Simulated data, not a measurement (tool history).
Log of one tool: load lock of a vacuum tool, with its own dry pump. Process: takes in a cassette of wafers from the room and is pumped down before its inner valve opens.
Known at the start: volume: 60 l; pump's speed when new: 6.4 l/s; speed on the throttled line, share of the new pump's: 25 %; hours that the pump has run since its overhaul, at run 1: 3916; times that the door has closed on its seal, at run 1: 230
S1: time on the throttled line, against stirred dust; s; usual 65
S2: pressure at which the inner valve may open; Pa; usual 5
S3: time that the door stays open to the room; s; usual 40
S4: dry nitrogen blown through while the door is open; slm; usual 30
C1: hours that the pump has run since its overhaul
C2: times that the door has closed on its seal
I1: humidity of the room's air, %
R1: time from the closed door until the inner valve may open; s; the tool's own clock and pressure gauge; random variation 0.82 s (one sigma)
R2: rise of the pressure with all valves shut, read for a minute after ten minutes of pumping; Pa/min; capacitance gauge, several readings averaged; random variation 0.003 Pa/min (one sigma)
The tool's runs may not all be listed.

Run 1, hour 0: usual settings; C1 3916; C2 230; I1 41.2. Result: R1 142.5 s, R2 0.03 Pa/min.
Run 2, hour 246.3: usual settings but S1 77 s; C1 4162; C2 908; I1 47.1. Result: R1 153.7 s, R2 0.036 Pa/min.
Run 3, hour 499.4: usual settings but S1 77 s; C1 4415; C2 1606; I1 44. Result: R1 151.7 s, R2 0.03 Pa/min.
Run 4, hour 676.5: usual settings but S1 77 s; C1 4592; C2 2094; I1 43.7. Result: R1 153.9 s, R2 0.032 Pa/min.
Run 5, hour 932.8: usual settings but S2 7 Pa; C1 4849; C2 2800; I1 43. Result: R1 140 s, R2 0.03 Pa/min.
Run 6, hour 1122.4: usual settings but S2 7 Pa; C1 5038; C2 3323; I1 44.7. Result: R1 137.7 s, R2 0.029 Pa/min.
Run 7, hour 1257.9: usual settings but S2 7 Pa; C1 5174; C2 3696; I1 44.7. Result: R1 139.3 s, R2 0.031 Pa/min.
Run 8, hour 1431.3: usual settings; C1 5347; C2 4174; I1 43.9. Result: R1 143.8 s, R2 0.029 Pa/min.
Run 9, hour 1732: usual settings but S2 6 Pa; C1 5648; C2 5003; I1 44.8. Result: R1 143.1 s, R2 0.032 Pa/min.
Run 10, hour 2028.2: usual settings but S2 6 Pa; C1 5944; C2 5819; I1 41.7. Result: R1 141 s, R2 0.025 Pa/min.
Run 11, hour 2184.1: usual settings but S2 6 Pa; C1 6100; C2 6249; I1 44. Result: R1 140.7 s, R2 0.033 Pa/min.
Run 12, hour 2401.6: usual settings but S2 6 Pa; C1 6317; C2 6848; I1 45.1. Result: R1 140.9 s, R2 0.025 Pa/min.
Run 13, hour 2617.8: usual settings but S2 6 Pa; C1 6534; C2 7444; I1 45.9. Result: R1 141.3 s, R2 0.03 Pa/min.
Run 14, hour 2798.6: usual settings; C1 6714; C2 7942; I1 47.3. Result: R1 142.5 s, R2 0.031 Pa/min.
Run 15, hour 3006.4: usual settings; C1 6922; C2 8515; I1 45.4. Result: R1 143.1 s, R2 0.032 Pa/min.
Run 16, hour 3231.2: usual settings but S2 8 Pa, S3 36 s; C1 7147; C2 9134; I1 46.1. Result: R1 139.9 s, R2 0.032 Pa/min.
Run 17, hour 3385.8: usual settings but S1 56 s, S2 9 Pa, S3 135 s, S4 7 slm; C1 7302; C2 9560; I1 43.7. Result: R1 130.8 s, R2 0.091 Pa/min.
Run 18, hour 3628.2: usual settings but S1 56 s, S2 9 Pa, S3 135 s, S4 7 slm; C1 7544; C2 10228; I1 47.2. Result: R1 131.6 s, R2 0.104 Pa/min.
Run 19, hour 3862.8: usual settings but S1 56 s, S2 9 Pa, S3 135 s, S4 7 slm; C1 7779; C2 10875; I1 46.5. Result: R1 130 s, R2 0.099 Pa/min.
Run 20, hour 4040.1: usual settings but S1 56 s, S2 9 Pa, S3 135 s, S4 7 slm; C1 7956; C2 11363; I1 40.6. Result: R1 130.2 s, R2 0.089 Pa/min.
Run 21, hour 4280.9: usual settings but S1 56 s, S2 9 Pa, S3 135 s, S4 7 slm; C1 8197; C2 12027; I1 45.2. Result: R1 130.8 s, R2 0.099 Pa/min.
Run 22, hour 4446.1: usual settings but S1 123 s, S3 80 s, S4 12 slm; C1 8362; C2 12482; I1 45.1. Result: R1 188 s, R2 0.066 Pa/min.
Run 23, hour 4614: usual settings but S2 10 Pa; C1 8530; C2 12945; I1 43.1. Result: R1 137.4 s, R2 0.028 Pa/min.
Run 24, hour 4875.8: usual settings but S2 10 Pa; C1 8792; C2 13666; I1 43.3. Result: R1 136.3 s, R2 0.033 Pa/min.
Run 25, hour 5137.6: usual settings but S1 59 s; C1 9053; C2 14388; I1 47.2. Result: R1 138.8 s, R2 0.032 Pa/min.
Run 26, hour 5295.7: usual settings but S3 141 s; C1 9212; C2 14823; I1 43.9. Result: R1 143.6 s, R2 0.068 Pa/min.
Run 27, hour 5486.4: usual settings but S1 91 s, S2 7 Pa, S3 165 s, S4 10 slm; C1 9402; C2 15349; I1 45.8. Result: R1 159.9 s, R2 0.106 Pa/min.
Run 28, hour 5690.6: usual settings but S1 91 s, S2 7 Pa, S3 165 s, S4 10 slm; C1 9606; C2 15912; I1 48.6. Result: R1 158.8 s, R2 0.107 Pa/min.
Run 29, hour 5826.8: usual settings but S1 91 s, S2 7 Pa, S3 165 s, S4 10 slm; C1 9743; C2 16287; I1 44.9. Result: R1 160.8 s, R2 0.102 Pa/min.

3 ways to go on from here, each from the tool as it stands after run 29. What would each give?
Run A, hour 6078.4: usual settings but S1 41 s, S2 6 Pa, S4 15 slm; C1 9994; C2 16980; I1 48.1. Result: R1 ?, R2 ?.
Run B, hour 6078.4: usual settings but S1 51 s, S3 71 s; C1 9994; C2 16980; I1 46. Result: R1 ?, R2 ?.
Run C, hour 6078.4: usual settings but S1 91 s, S2 7 Pa, S3 165 s, S4 10 slm; C1 9994; C2 16980; I1 44.4. Result: R1 ?, R2 ?.

run     R1     R2
  A  123.7  0.044
  B  134.8  0.042
  C  159.5  0.099
Without the tool's hidden state the same runs would have given:
run     R1     R2
  A  123.7  0.043
  B  134.8  0.041
  C  159.5  0.099

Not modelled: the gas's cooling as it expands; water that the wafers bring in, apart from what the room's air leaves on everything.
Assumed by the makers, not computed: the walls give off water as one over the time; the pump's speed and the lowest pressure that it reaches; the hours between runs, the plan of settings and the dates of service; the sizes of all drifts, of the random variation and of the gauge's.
